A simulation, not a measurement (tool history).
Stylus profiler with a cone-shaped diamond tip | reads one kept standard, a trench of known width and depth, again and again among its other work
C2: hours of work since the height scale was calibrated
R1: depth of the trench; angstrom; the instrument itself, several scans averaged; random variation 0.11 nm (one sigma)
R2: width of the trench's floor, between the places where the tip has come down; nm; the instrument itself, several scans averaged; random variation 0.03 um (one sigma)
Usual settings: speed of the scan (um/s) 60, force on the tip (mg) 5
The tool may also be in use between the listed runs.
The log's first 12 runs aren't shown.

{"run": 13, "hour": 1034.5, "speed of the scan (um/s)": 60, "force on the tip (mg)": 2.13, "scans with this tip": 3032, "C2": 147, "R1": 2022.6, "R2": 17740}
{"run": 14, "hour": 1138.0, "speed of the scan (um/s)": 60, "force on the tip (mg)": 2.13, "scans with this tip": 3749, "C2": 202, "R1": 2021.5, "R2": 17680}
{"run": 15, "hour": 1220.9, "speed of the scan (um/s)": 30, "force on the tip (mg)": 2.13, "scans with this tip": 4324, "C2": 245, "R1": 2022.3, "R2": 17820}
{"run": 16, "hour": 1273.1, "speed of the scan (um/s)": 77, "force on the tip (mg)": 5, "scans with this tip": 4685, "C2": 273, "R1": 2043.8, "R2": 17680}
{"run": 17, "hour": 1349.1, "speed of the scan (um/s)": 60, "force on the tip (mg)": 5, "scans with this tip": 5212, "C2": 313, "R1": 2040.9, "R2": 17790}
{"run": 18, "hour": 1455.1, "speed of the scan (um/s)": 60, "force on the tip (mg)": 5, "scans with this tip": 5947, "C2": 369, "R1": 2039.7, "R2": 17710}
{"run": 19, "hour": 1504.5, "speed of the scan (um/s)": 60, "force on the tip (mg)": 8.55, "scans with this tip": 6290, "C2": 395, "R1": 2058.1, "R2": 17750}
{"run": 20, "hour": 1599.3, "speed of the scan (um/s)": 60, "force on the tip (mg)": 8.55, "scans with this tip": 6947, "C2": 444, "R1": 2059.2, "R2": 17760}
{"run": 21, "hour": 1694.1, "speed of the scan (um/s)": 60, "force on the tip (mg)": 7.77, "scans with this tip": 7603, "C2": 494, "R1": 2055.4, "R2": 17680}
{"run": 22, "hour": 1782.4, "speed of the scan (um/s)": 60, "force on the tip (mg)": 7.77, "scans with this tip": 8216, "C2": 541, "R1": 2056.2, "R2": 17650}
{"run": 23, "hour": 1876.7, "speed of the scan (um/s)": 60, "force on the tip (mg)": 5, "scans with this tip": 8869, "C2": 590, "R1": 2038.5, "R2": 17550}
{"run": 24, "hour": 1964.1, "speed of the scan (um/s)": 51, "force on the tip (mg)": 14.84, "scans with this tip": 9475, "C2": 636, "R1": 2086.6, "R2": 17700}
{"run": 25, "hour": 2011.8, "speed of the scan (um/s)": 32, "force on the tip (mg)": 5.84, "scans with this tip": 9806, "C2": 661, "R1": 2044.7, "R2": 17650}
{"run": 26, "hour": 2098.3, "speed of the scan (um/s)": 130, "force on the tip (mg)": 8.75, "scans with this tip": 10405, "C2": 707, "R1": 2056.3, "R2": 17380}
{"run": 27, "hour": 2188.6, "speed of the scan (um/s)": 102, "force on the tip (mg)": 11.31, "scans with this tip": 11032, "C2": 754, "R1": 2068.9, "R2": 17480}
{"run": 28, "hour": 2247.2, "speed of the scan (um/s)": 228, "force on the tip (mg)": 13.5, "scans with this tip": 11437, "C2": 785, "R1": 2078.8, "R2": 17060}
{"run": 29, "hour": 2334.2, "speed of the scan (um/s)": 49, "force on the tip (mg)": 4.17, "scans with this tip": 12041, "C2": 831, "R1": 2033.8, "R2": 17410}
{"run": 30, "hour": 2392.9, "speed of the scan (um/s)": 60, "force on the tip (mg)": 6.99, "scans with this tip": 12448, "C2": 862, "R1": 2048.2, "R2": 17480}
{"run": 31, "hour": 2498.4, "speed of the scan (um/s)": 24, "force on the tip (mg)": 4.43, "scans with this tip": 13179, "C2": 917, "R1": 2033.9, "R2": 17590}
{"run": 32, "hour": 2593.7, "speed of the scan (um/s)": 36, "force on the tip (mg)": 10.27, "scans with this tip": 13840, "C2": 968, "R1": 2063, "R2": 17530}
{"run": 33, "hour": 2644.8, "speed of the scan (um/s)": 19, "force on the tip (mg)": 6.77, "scans with this tip": 14194, "C2": 994, "R1": 2047.2, "R2": 17580}
{"run": 34, "hour": 2704.9, "speed of the scan (um/s)": 19, "force on the tip (mg)": 6.77, "scans with this tip": 14610, "C2": 1026, "R1": 2047.8, "R2": 17500}

Forecast run 35:
{"run": 35, "hour": 2807.2, "speed of the scan (um/s)": 93, "force on the tip (mg)": 14.42, "scans with this tip": 15320, "C2": 1080, "R1": "?", "R2": "?"}

Run 35 gave R1 2080.7 angstrom, R2 17360 nm.
Without the tool's hidden state the same run would have given R1 2088 angstrom, R2 18040 nm.

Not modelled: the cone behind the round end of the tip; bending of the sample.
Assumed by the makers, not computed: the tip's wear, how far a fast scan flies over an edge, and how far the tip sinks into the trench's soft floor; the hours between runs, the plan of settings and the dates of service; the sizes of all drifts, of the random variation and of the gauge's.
